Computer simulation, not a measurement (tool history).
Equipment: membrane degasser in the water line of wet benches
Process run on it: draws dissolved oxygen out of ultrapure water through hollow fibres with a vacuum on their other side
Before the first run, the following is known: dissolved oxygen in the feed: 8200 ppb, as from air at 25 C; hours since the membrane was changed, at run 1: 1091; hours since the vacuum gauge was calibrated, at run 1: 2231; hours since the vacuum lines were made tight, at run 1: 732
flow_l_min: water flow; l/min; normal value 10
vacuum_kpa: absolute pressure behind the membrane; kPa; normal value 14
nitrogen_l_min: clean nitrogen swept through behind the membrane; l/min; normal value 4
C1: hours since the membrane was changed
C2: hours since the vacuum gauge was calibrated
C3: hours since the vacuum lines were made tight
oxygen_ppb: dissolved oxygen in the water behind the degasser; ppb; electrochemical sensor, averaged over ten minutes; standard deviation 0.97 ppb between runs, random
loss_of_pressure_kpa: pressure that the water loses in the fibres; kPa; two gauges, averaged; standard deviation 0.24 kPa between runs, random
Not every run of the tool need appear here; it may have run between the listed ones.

Run 1, hour 0: usual settings; C1 1091; C2 2231; C3 732. Result: oxygen_ppb 94 ppb, loss_of_pressure_kpa 62.1 kPa.
Run 2, hour 55.2: usual settings; C1 1146; C2 2286; C3 787. Result: oxygen_ppb 93.8 ppb, loss_of_pressure_kpa 61.74 kPa.
Run 3, hour 103.3: usual settings; C1 1194; C2 2334; C3 835. Result: oxygen_ppb 93.8 ppb, loss_of_pressure_kpa 61.85 kPa.
Run 4, hour 178.9: usual settings; C1 1270; C2 2410; C3 910. Result: oxygen_ppb 96 ppb, loss_of_pressure_kpa 62.1 kPa.
Run 5, hour 238.4: usual settings; C1 1329; C2 2469; C3 970. Result: oxygen_ppb 96.4 ppb, loss_of_pressure_kpa 62.16 kPa.
Run 6, hour 278.5: usual settings; C1 1369; C2 2509; C3 1010. Result: oxygen_ppb 94.4 ppb, loss_of_pressure_kpa 61.6 kPa.
Run 7, hour 340.7: usual settings; C1 1432; C2 2571; C3 1072. Result: oxygen_ppb 96 ppb, loss_of_pressure_kpa 61.76 kPa.
At hour 344.6: vacuum gauge calibrated.
Run 8, hour 402.3: usual settings; C1 1493; C2 58; C3 1133. Result: oxygen_ppb 93.7 ppb, loss_of_pressure_kpa 62.1 kPa.
Run 9, hour 459.7: usual settings; C1 1550; C2 115; C3 1191. Result: oxygen_ppb 95.6 ppb, loss_of_pressure_kpa 61.74 kPa.
Run 10, hour 494.3: usual settings; C1 1585; C2 150; C3 1225. Result: oxygen_ppb 94.1 ppb, loss_of_pressure_kpa 61.48 kPa.
Run 11, hour 568.6: usual settings but vacuum_kpa 11.1 kPa; C1 1659; C2 224; C3 1300. Result: oxygen_ppb 77.8 ppb, loss_of_pressure_kpa 62.14 kPa.
Run 12, hour 641.8: usual settings but vacuum_kpa 11.1 kPa; C1 1732; C2 297; C3 1373. Result: oxygen_ppb 77.1 ppb, loss_of_pressure_kpa 62.32 kPa.
Run 13, hour 677.1: usual settings; C1 1767; C2 332; C3 1408. Result: oxygen_ppb 94.4 ppb, loss_of_pressure_kpa 62.02 kPa.
Run 14, hour 759.6: usual settings but flow_l_min 13 l/min, vacuum_kpa 19.8 kPa, nitrogen_l_min 1.74 l/min; C1 1850; C2 415; C3 1491. Result: oxygen_ppb 378.3 ppb, loss_of_pressure_kpa 80.47 kPa.
At hour 780.5: vacuum gauge calibrated, once more.
Run 15, hour 815.8: usual settings but flow_l_min 13 l/min, vacuum_kpa 19.8 kPa, nitrogen_l_min 1.74 l/min; C1 1906; C2 35; C3 1546. Result: oxygen_ppb 374.2 ppb, loss_of_pressure_kpa 80.93 kPa.
Run 16, hour 874.8: usual settings but flow_l_min 14 l/min, vacuum_kpa 32.6 kPa, nitrogen_l_min 5.32 l/min; C1 1965; C2 94; C3 1605. Result: oxygen_ppb 300.6 ppb, loss_of_pressure_kpa 86.86 kPa.
Run 17, hour 933.1: usual settings but flow_l_min 12 l/min, vacuum_kpa 26.2 kPa, nitrogen_l_min 2.18 l/min; C1 2023; C2 153; C3 1664. Result: oxygen_ppb 357.4 ppb, loss_of_pressure_kpa 74.23 kPa.
Run 18, hour 970.1: usual settings but vacuum_kpa 11.5 kPa; C1 2060; C2 190; C3 1701. Result: oxygen_ppb 77.6 ppb, loss_of_pressure_kpa 61.78 kPa.
Run 19, hour 1032.4: usual settings but flow_l_min 8 l/min, vacuum_kpa 14.1 kPa, nitrogen_l_min 6.93 l/min; C1 2122; C2 252; C3 1763. Result: oxygen_ppb 39.7 ppb, loss_of_pressure_kpa 49.81 kPa.
Run 20, hour 1093.2: usual settings but flow_l_min 8 l/min, vacuum_kpa 14.1 kPa, nitrogen_l_min 6.93 l/min; C1 2183; C2 313; C3 1824. Result: oxygen_ppb 40 ppb, loss_of_pressure_kpa 49.74 kPa.
Run 21, hour 1129.1: usual settings but flow_l_min 8 l/min, vacuum_kpa 14.1 kPa, nitrogen_l_min 6.93 l/min; C1 2219; C2 349; C3 1860. Result: oxygen_ppb 40.2 ppb, loss_of_pressure_kpa 49.48 kPa.
Run 22, hour 1199.4: usual settings but flow_l_min 6 l/min, nitrogen_l_min 2.48 l/min; C1 2289; C2 419; C3 1930. Result: oxygen_ppb 68.9 ppb, loss_of_pressure_kpa 37.08 kPa.
Run 23, hour 1266.5: usual settings but flow_l_min 14 l/min, vacuum_kpa 9.2 kPa, nitrogen_l_min 1.7 l/min; C1 2356; C2 486; C3 1997. Result: oxygen_ppb 229.9 ppb, loss_of_pressure_kpa 87.11 kPa.
Run 24, hour 1334.3: usual settings but flow_l_min 11 l/min, vacuum_kpa 20.2 kPa, nitrogen_l_min 3.96 l/min; C1 2424; C2 554; C3 2065. Result: oxygen_ppb 158.1 ppb, loss_of_pressure_kpa 68.67 kPa.
Run 25, hour 1406.1: usual settings but flow_l_min 6 l/min, vacuum_kpa 16.4 kPa, nitrogen_l_min 3.96 l/min; C1 2496; C2 626; C3 2137. Result: oxygen_ppb 52.3 ppb, loss_of_pressure_kpa 37.17 kPa.
Run 26, hour 1464.4: usual settings but flow_l_min 14 l/min, nitrogen_l_min 2.13 l/min; C1 2554; C2 684; C3 2195. Result: oxygen_ppb 281.5 ppb, loss_of_pressure_kpa 87.18 kPa.

Branching from run 26: 3 alternative next runs. What would each branch give?
Run A, hour 1511: usual settings but flow_l_min 8 l/min, vacuum_kpa 29.2 kPa, nitrogen_l_min 5.44 l/min; C1 2601; C2 730; C3 2242. Result: oxygen_ppb ?, loss_of_pressure_kpa ?.
Run B, hour 1511: usual settings but vacuum_kpa 14.5 kPa, nitrogen_l_min 9.06 l/min; C1 2601; C2 730; C3 2242. Result: oxygen_ppb ?, loss_of_pressure_kpa ?.
Run C, hour 1511: usual settings but flow_l_min 14 l/min, vacuum_kpa 12.8 kPa, nitrogen_l_min 2.46 l/min; C1 2601; C2 730; C3 2242. Result: oxygen_ppb ?, loss_of_pressure_kpa ?.

run  oxygen_ppb  loss_of_pressure_kpa
  A       104.8                 49.63
  B        58.1                 62.11
  C       245.3                 86.63
With no hidden state in the tool, these same runs would have given:
run  oxygen_ppb  loss_of_pressure_kpa
  A       101.8                 49.21
  B        56.2                 61.59
  C       239.7                 85.91

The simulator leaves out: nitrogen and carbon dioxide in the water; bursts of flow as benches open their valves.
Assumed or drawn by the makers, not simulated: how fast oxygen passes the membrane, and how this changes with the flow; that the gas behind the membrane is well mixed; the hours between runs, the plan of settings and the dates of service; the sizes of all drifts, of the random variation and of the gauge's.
